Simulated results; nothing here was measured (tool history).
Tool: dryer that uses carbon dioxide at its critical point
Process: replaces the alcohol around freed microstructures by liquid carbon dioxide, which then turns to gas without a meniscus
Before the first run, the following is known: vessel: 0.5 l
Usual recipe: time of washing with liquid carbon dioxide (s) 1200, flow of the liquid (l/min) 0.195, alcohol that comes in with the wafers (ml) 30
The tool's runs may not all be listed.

| run | day | time of washing with liquid carbon dioxide (s) | flow of the liquid (l/min) | alcohol that comes in with the wafers (ml) | alcohol left in the vessel before it's heated (ppm by volume) |
|---|---|---|---|---|---|
| 1 | 0 | 1200 | 0.195 | 30 | 135 |
| 2 | 0.446 | 1200 | 0.195 | 30 | 140 |
| 3 | 0.958 | 1200 | 0.195 | 34 | 165 |
| 4 | 1.296 | 1200 | 0.195 | 34 | 169 |
| 5 | 1.779 | 1200 | 0.195 | 34 | 168 |
| 6 | 2.421 | 1200 | 0.195 | 34 | 171 |
| 7 | 2.825 | 1200 | 0.195 | 34 | 176 |
| 8 | 3.558 | 1200 | 0.195 | 30 | 158 |
| 9 | 4.125 | 1200 | 0.195 | 30 | 159 |
|  | 4.388 | inlet filter changed |
| 10 | 4.838 | 1620 | 0.195 | 30 | 35 |
| 11 | 5.533 | 1620 | 0.195 | 30 | 36 |
| 12 | 6.3 | 1260 | 0.195 | 30 | 107 |
| 13 | 6.833 | 1260 | 0.195 | 30 | 111 |
| 14 | 7.6 | 1200 | 0.195 | 30 | 139 |
| 15 | 8.262 | 1200 | 0.195 | 30 | 142 |
| 16 | 8.733 | 1200 | 0.195 | 30 | 137 |
| 17 | 9.246 | 1200 | 0.195 | 84 | 329 |
| 18 | 9.712 | 1200 | 0.195 | 84 | 337 |
| 19 | 10.192 | 1200 | 0.284 | 21 | 44 |
| 20 | 10.867 | 1200 | 0.284 | 25 | 55 |
| 21 | 11.208 | 1200 | 0.284 | 25 | 56 |
| 22 | 11.871 | 840 | 0.321 | 109 | 224 |
| 23 | 12.454 | 840 | 0.159 | 88 | 4721 |
| 24 | 12.867 | 1500 | 0.127 | 55 | 676 |
| 25 | 13.475 | 780 | 0.121 | 111 | 17121 |
| 26 | 14.129 | 1560 | 0.169 | 35 | 113 |
| 27 | 14.85 | 1560 | 0.169 | 35 | 121 |
| 28 | 15.571 | 1020 | 0.13 | 35 | 2038 |
| 29 | 16.121 | 1800 | 0.16 | 35 | 96 |
| 30 | 16.812 | 1800 | 0.16 | 35 | 109 |
| 31 | 17.242 | 1800 | 0.16 | 35 | 105 |
| 32 | 17.862 | 1320 | 0.16 | 31 | 300 |
| 33 | 18.258 | 1200 | 0.125 | 27 | 1068 |

Here are 5 independent what-if runs from the current tool condition. What would each one return?
| A | 18.642 | 1320 | 0.23 | 29 | ? |
| B | 18.642 | 1200 | 0.119 | 28 | ? |
| C | 18.642 | 1440 | 0.195 | 50 | ? |
| D | 18.642 | 1560 | 0.207 | 24 | ? |
| E | 18.642 | 1680 | 0.189 | 81 | ? |

| run | alcohol left in the vessel before it's heated (ppm by volume) |
|---|---|
| A | 98 |
| B | 1310 |
| C | 129 |
| D | 87 |
| E | 106 |
With the hidden condition removed and each run's random variation left untouched, the same runs would have given:
| run | alcohol left in the vessel before it's heated (ppm by volume) |
|---|---|
| A | 19 |
| B | 1021 |
| C | 44 |
| D | 13 |
| E | 24 |
